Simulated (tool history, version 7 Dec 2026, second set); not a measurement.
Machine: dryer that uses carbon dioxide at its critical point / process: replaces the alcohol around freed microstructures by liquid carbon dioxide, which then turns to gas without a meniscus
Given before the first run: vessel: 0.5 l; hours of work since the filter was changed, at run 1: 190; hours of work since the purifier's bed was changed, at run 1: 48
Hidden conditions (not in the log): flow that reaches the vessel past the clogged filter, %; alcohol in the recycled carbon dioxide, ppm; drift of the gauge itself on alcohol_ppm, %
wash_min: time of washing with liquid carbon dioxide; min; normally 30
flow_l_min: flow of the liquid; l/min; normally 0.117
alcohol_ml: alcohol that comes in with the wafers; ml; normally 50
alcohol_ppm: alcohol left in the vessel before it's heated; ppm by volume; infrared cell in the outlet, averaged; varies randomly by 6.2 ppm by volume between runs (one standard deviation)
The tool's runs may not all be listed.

run,hour,wash_min,flow_l_min,alcohol_ml,hours of work since the filter was changed,hours of work since the purifier's bed was changed,alcohol_ppm
1,0.0,30,0.117,50,190,48,333
2,20.1,30,0.117,50,200,59,347
3,38.7,30,0.117,50,210,69,356
4,57.5,30,0.117,50,220,79,358
5,76.8,30,0.117,50,231,89,381
6,86.3,30,0.117,50,236,94,373
7,102.0,30,0.117,50,244,103,379
8,110.9,30,0.117,50,249,107,394
9,128.6,30,0.117,50,258,117,403
10,143.6,30,0.117,50,266,125,412
11,161.6,30,0.152,50,276,134,117
12,175.9,30,0.152,50,284,142,125
13,185.3,30,0.152,50,289,147,113
14,198.6,22,0.157,26,296,154,264
15,212.5,30,0.136,28,303,162,129
16,221.7,32,0.136,55,308,167,168
17,231.2,32,0.107,55,313,172,553
18,247.9,30,0.101,35,322,181,685
19,259.2,30,0.101,89,328,187,1575
20,280.5,30,0.104,20,339,198,361
21,298.7,30,0.104,20,349,208,376
22,307.6,30,0.117,35,354,212,361
23,320.7,30,0.117,37,361,219,397
24,341.9,30,0.117,37,372,231,399
25,353.0,34,0.101,92,378,237,950
26,366.1,34,0.101,92,385,244,962

Here are 4 independent what-if runs from the current tool condition. What would each one return?
A,385.6,39,0.078,107,396,254,?
B,385.6,18,0.117,82,396,254,?
C,385.6,35,0.117,90,396,254,?
D,385.6,23,0.080,54,396,254,?

run,alcohol_ppm
A,2078
B,6514
C,404
D,6535
What these runs would have given with no unlogged condition in the tool:
run,alcohol_ppm
A,1207
B,4525
C,162
D,4752

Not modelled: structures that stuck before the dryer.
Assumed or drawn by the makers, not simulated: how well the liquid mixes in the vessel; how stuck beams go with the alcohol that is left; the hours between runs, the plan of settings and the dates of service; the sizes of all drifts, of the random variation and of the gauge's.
